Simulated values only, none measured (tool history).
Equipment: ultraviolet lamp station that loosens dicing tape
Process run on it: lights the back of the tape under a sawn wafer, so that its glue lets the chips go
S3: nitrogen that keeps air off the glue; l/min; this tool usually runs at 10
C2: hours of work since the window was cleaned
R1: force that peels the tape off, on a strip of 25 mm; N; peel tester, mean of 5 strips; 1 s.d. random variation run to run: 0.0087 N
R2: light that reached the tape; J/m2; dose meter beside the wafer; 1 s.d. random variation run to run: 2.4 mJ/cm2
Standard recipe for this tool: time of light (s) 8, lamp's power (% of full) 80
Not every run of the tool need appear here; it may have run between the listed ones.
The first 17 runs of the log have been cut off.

Run 18, day 30.925: usual settings but S3 4 l/min; hours of work of the lamp 867; C2 624. Result: R1 1.287 N, R2 1780 J/m2.
Run 19, day 32.796: usual settings but lamp's power (% of full) 70, S3 8 l/min; hours of work of the lamp 887; C2 644. Result: R1 1.28 N, R2 1560 J/m2.
Run 20, day 34.467: usual settings but lamp's power (% of full) 70, S3 8 l/min; hours of work of the lamp 905; C2 662. Result: R1 1.309 N, R2 1550 J/m2.
At day 34.658: window cleaned of glue's vapour.
Run 21, day 36.379: usual settings but time of light (s) 4; hours of work of the lamp 925; C2 18. Result: R1 2.72 N, R2 880 J/m2.
Run 22, day 37.679: usual settings but lamp's power (% of full) 91, S3 6 l/min; hours of work of the lamp 939; C2 32. Result: R1 0.855 N, R2 1990 J/m2.
Run 23, day 40.058: usual settings but lamp's power (% of full) 62, S3 20 l/min; hours of work of the lamp 965; C2 58. Result: R1 1.194 N, R2 1320 J/m2.
Run 24, day 42.179: usual settings but lamp's power (% of full) 62, S3 20 l/min; hours of work of the lamp 987; C2 81. Result: R1 1.264 N, R2 1360 J/m2.
Run 25, day 43.962: usual settings but time of light (s) 4; hours of work of the lamp 1006; C2 100. Result: R1 3.019 N, R2 840 J/m2.
Run 26, day 46.554: usual settings but time of light (s) 4; hours of work of the lamp 1034; C2 128. Result: R1 3.003 N, R2 810 J/m2.
Run 27, day 47.829: usual settings but time of light (s) 4; hours of work of the lamp 1048; C2 141. Result: R1 2.993 N, R2 840 J/m2.
Run 28, day 50.167: usual settings but time of light (s) 5, lamp's power (% of full) 93, S3 4 l/min; hours of work of the lamp 1073; C2 166. Result: R1 2.517 N, R2 1150 J/m2.
Run 29, day 52.062: usual settings but time of light (s) 5, S3 7 l/min; hours of work of the lamp 1093; C2 187. Result: R1 2.686 N, R2 980 J/m2.
At day 52.467: lamp changed.
Run 30, day 53.525: usual settings but time of light (s) 12, lamp's power (% of full) 98, S3 17 l/min; hours of work of the lamp 11; C2 202. Result: R1 0.231 N, R2 5020 J/m2.
Run 31, day 56.104: usual settings but time of light (s) 15, lamp's power (% of full) 95, S3 14 l/min; hours of work of the lamp 39; C2 229. Result: R1 0.215 N, R2 6010 J/m2.
Run 32, day 57.879: usual settings but time of light (s) 15, lamp's power (% of full) 77, S3 5 l/min; hours of work of the lamp 58; C2 248. Result: R1 0.233 N, R2 4900 J/m2.
Run 33, day 59.221: usual settings but time of light (s) 7, S3 5 l/min; hours of work of the lamp 72; C2 263. Result: R1 0.668 N, R2 2360 J/m2.
Run 34, day 60.579: usual settings but S3 15 l/min; hours of work of the lamp 87; C2 277. Result: R1 0.345 N, R2 2640 J/m2.

Branching from run 34: 3 alternative next runs. What would each branch give?
Run A, day 62.288: usual settings but time of light (s) 4, lamp's power (% of full) 64, S3 14 l/min; hours of work of the lamp 105; C2 296. Result: R1 ?, R2 ?.
Run B, day 62.288: usual settings but time of light (s) 10, lamp's power (% of full) 85, S3 6 l/min; hours of work of the lamp 105; C2 296. Result: R1 ?, R2 ?.
Run C, day 62.288: usual settings but time of light (s) 7, lamp's power (% of full) 94; hours of work of the lamp 105; C2 296. Result: R1 ?, R2 ?.

run     R1    R2
  A  2.022  1080
  B  0.287  3520
  C   0.38  2730
Without the tool's unlogged condition, the same runs would have read:
run     R1    R2
  A  1.835  1150
  B  0.267  3750
  C  0.344  2900
